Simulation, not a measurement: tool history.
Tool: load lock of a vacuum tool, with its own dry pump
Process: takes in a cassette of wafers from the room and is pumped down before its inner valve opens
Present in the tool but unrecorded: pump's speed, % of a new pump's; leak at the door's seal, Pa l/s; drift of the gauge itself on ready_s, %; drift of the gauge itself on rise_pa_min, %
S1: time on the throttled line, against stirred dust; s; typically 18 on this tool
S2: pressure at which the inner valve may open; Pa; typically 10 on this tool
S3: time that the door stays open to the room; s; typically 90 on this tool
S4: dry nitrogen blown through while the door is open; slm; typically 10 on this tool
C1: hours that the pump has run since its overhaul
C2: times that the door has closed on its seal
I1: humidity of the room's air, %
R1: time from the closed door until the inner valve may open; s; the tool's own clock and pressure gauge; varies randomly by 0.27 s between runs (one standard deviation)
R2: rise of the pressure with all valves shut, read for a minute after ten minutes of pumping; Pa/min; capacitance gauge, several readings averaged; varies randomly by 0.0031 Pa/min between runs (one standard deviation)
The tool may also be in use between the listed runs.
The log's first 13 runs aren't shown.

run	hour	S1	S2	S3	S4	C1	C2	I1	R1	R2
14	4559.1	18	10	90	10	4820	33445	44.1	31.5	0.188
15	5093.8	18	10	90	10	5355	34204	45.6	31.6	0.196
16	5358.5	18	10	57	10	5619	34580	46.5	31.7	0.167
17	5814.3	18	10	57	10	6075	35227	42.8	31.7	0.174
18	6218.2	18	10	57	10	6479	35800	46.4	31.9	0.177
19	6758.8	18	16	57	5	7020	36567	43.1	31.4	0.188
20	7015.8	28	9	52	9	7277	36932	46.8	41.1	0.187
21	7428.1	12	11	146	10	7689	37517	46	27	0.227
22	7706.5	12	11	146	10	7967	37912	47.1	26.8	0.236
23	8183.8	11	14	80	33	8445	38589	47.2	26	0.181
24	8567.8	20	17	167	33	8829	39134	41.9	33	0.198
25	8893.4	17	17	176	33	9154	39597	43.1	31.1	0.21
26	9157.7	34	10	53	10	9418	39972	47.3	46	0.207
27	9544.8	33	10	53	31	9806	40521	46.1	45.4	0.178
28	10080.3	33	10	53	31	10341	41281	45.6	45.8	0.184
29	10304.2	33	10	53	29	10565	41599	46.3	45.7	0.191
# hour 10717: dry pump taken out, an overhauled one fitted
30	10848.8	18	19	53	14	132	42363	43.1	28.8	0.211
31	11195.3	18	11	53	14	478	42855	47.3	30.2	0.204
32	11531.2	20	11	53	14	814	43332	43.3	31.8	0.212
33	12024.8	20	11	53	14	1308	44032	45.8	32.2	0.218

Consider 5 possible next runs. They are alternatives, not a sequence: every one starts from the tool as it was left by run 33. What does each give?
A	12317.3	18	16	53	25	1600	44447	44.3	?	?
B	12317.3	13	10	60	5	1600	44447	45.6	?	?
C	12317.3	18	10	90	33	1600	44447	43.8	?	?
D	12317.3	10	10	155	10	1600	44447	40.3	?	?
E	12317.3	10	11	27	14	1600	44447	45.8	?	?

run	R1	R2
A	29.3	0.211
B	25.4	0.241
C	29.7	0.216
D	23.1	0.26
E	22.9	0.204
The same runs, with their run-to-run variation unchanged, on a tool lacking any hidden condition would have given:
run	R1	R2
A	29.4	0.059
B	25.4	0.091
C	29.8	0.067
D	23.1	0.111
E	23	0.056
